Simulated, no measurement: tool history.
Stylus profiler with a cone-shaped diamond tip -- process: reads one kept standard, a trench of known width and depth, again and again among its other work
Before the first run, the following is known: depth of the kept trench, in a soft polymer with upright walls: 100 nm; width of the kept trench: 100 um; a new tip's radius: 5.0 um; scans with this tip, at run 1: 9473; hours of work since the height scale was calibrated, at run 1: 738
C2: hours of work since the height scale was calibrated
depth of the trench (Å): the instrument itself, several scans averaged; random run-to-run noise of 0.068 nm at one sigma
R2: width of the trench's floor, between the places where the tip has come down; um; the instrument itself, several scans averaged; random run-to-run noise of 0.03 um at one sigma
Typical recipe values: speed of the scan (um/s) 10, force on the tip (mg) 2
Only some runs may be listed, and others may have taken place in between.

{"run": 1, "hour": 0.0, "speed of the scan (um/s)": 10, "force on the tip (mg)": 2, "scans with this tip": 9473, "C2": 738, "depth of the trench (Å)": 1012.8, "R2": 97.87}
{"run": 2, "hour": 49.6, "speed of the scan (um/s)": 39, "force on the tip (mg)": 2, "scans with this tip": 9860, "C2": 769, "depth of the trench (Å)": 1013.4, "R2": 97.7}
{"run": 3, "hour": 72.1, "speed of the scan (um/s)": 10, "force on the tip (mg)": 2.81, "scans with this tip": 10037, "C2": 782, "depth of the trench (Å)": 1018.5, "R2": 97.87}
{"run": 4, "hour": 122.1, "speed of the scan (um/s)": 10, "force on the tip (mg)": 2.81, "scans with this tip": 10428, "C2": 813, "depth of the trench (Å)": 1016.7, "R2": 97.96}
{"run": 5, "hour": 174.2, "speed of the scan (um/s)": 10, "force on the tip (mg)": 2.81, "scans with this tip": 10836, "C2": 845, "depth of the trench (Å)": 1018.3, "R2": 97.88}
{"run": 6, "hour": 202.3, "speed of the scan (um/s)": 21, "force on the tip (mg)": 2, "scans with this tip": 11056, "C2": 862, "depth of the trench (Å)": 1014.1, "R2": 97.88}
{"run": 7, "hour": 228.0, "speed of the scan (um/s)": 21, "force on the tip (mg)": 2, "scans with this tip": 11256, "C2": 877, "depth of the trench (Å)": 1013, "R2": 97.83}
{"run": 8, "hour": 258.0, "speed of the scan (um/s)": 21, "force on the tip (mg)": 2, "scans with this tip": 11491, "C2": 896, "depth of the trench (Å)": 1014.2, "R2": 97.86}
{"run": 9, "hour": 283.9, "speed of the scan (um/s)": 10, "force on the tip (mg)": 2.65, "scans with this tip": 11694, "C2": 912, "depth of the trench (Å)": 1017.2, "R2": 97.93}
{"run": 10, "hour": 333.4, "speed of the scan (um/s)": 14, "force on the tip (mg)": 2.85, "scans with this tip": 12081, "C2": 942, "depth of the trench (Å)": 1017.6, "R2": 97.9}
{"run": 11, "hour": 384.6, "speed of the scan (um/s)": 9, "force on the tip (mg)": 5.72, "scans with this tip": 12482, "C2": 973, "depth of the trench (Å)": 1029, "R2": 97.93}
{"run": 12, "hour": 414.6, "speed of the scan (um/s)": 3, "force on the tip (mg)": 1.21, "scans with this tip": 12717, "C2": 991, "depth of the trench (Å)": 1009.9, "R2": 98.01}

Forecast run 13:
{"run": 13, "hour": 439.6, "speed of the scan (um/s)": 24, "force on the tip (mg)": 5.03, "scans with this tip": 12912, "C2": 1007, "depth of the trench (Å)": "?", "R2": "?"}

depth of the trench (Å): 1026.3
R2: 97.93 um
Were there no unlogged condition in the tool, this run, its random variation unchanged, would have produced depth of the trench (Å) 1026.3, R2 97.95 um.
